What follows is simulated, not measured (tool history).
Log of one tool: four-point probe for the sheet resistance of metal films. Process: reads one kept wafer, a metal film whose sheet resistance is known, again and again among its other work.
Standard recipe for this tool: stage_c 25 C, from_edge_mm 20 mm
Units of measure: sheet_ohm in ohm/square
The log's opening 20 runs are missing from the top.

| run | hour | stage_c | from_edge_mm | touches since the probe head was changed | hours of work since the stage's thermometer was calibrated | sheet_ohm |
|---|---|---|---|---|---|---|
| 21 | 744.0 | 22 | 6 | 66492 | 627 | 0.331371 |
| 22 | 784.7 | 29 | 20 | 67984 | 656 | 0.330972 |
|  | 789.3 | new probe head fitted |
| 23 | 813.5 | 18 | 11 | 889 | 675 | 0.329049 |
| 24 | 841.3 | 19 | 4 | 1907 | 695 | 0.333184 |
| 25 | 866.2 | 27 | 4 | 2820 | 712 | 0.334671 |
| 26 | 902.9 | 20 | 20 | 4168 | 738 | 0.328971 |
| 27 | 955.1 | 18 | 20 | 6082 | 775 | 0.328766 |
| 28 | 988.4 | 18 | 20 | 7303 | 798 | 0.328666 |
| 29 | 1036.8 | 28 | 5 | 9077 | 832 | 0.333419 |
| 30 | 1069.0 | 34 | 18 | 10260 | 855 | 0.331755 |
| 31 | 1091.1 | 19 | 4 | 11067 | 870 | 0.333235 |
| 32 | 1132.2 | 19 | 4 | 12576 | 899 | 0.333079 |
| 33 | 1153.5 | 19 | 4 | 13358 | 914 | 0.333134 |
| 34 | 1194.4 | 19 | 65 | 14856 | 943 | 0.328752 |
| 35 | 1243.8 | 21 | 6 | 16670 | 977 | 0.331057 |
| 36 | 1287.1 | 30 | 23 | 18256 | 1007 | 0.331053 |
| 37 | 1314.8 | 30 | 23 | 19272 | 1027 | 0.331012 |
| 38 | 1342.5 | 30 | 23 | 20288 | 1046 | 0.330909 |
| 39 | 1373.9 | 28 | 5 | 21439 | 1068 | 0.333367 |
| 40 | 1397.1 | 28 | 5 | 22292 | 1085 | 0.333345 |
| 41 | 1421.5 | 28 | 5 | 23184 | 1102 | 0.333384 |

Predict each of these 4 candidate next runs independently; none follows another, all start after run 41:
| A | 1449.8 | 30 | 23 | 24225 | 1122 | ? |
| B | 1449.8 | 30 | 7 | 24225 | 1122 | ? |
| C | 1449.8 | 31 | 21 | 24225 | 1122 | ? |
| D | 1449.8 | 29 | 21 | 24225 | 1122 | ? |

| run | sheet_ohm |
|---|---|
| A | 0.331035 |
| B | 0.332273 |
| C | 0.331280 |
| D | 0.330806 |
With the hidden condition removed and each run's random variation left untouched, the same runs would have given:
| run | sheet_ohm |
|---|---|
| A | 0.331018 |
| B | 0.332256 |
| C | 0.331262 |
| D | 0.330789 |
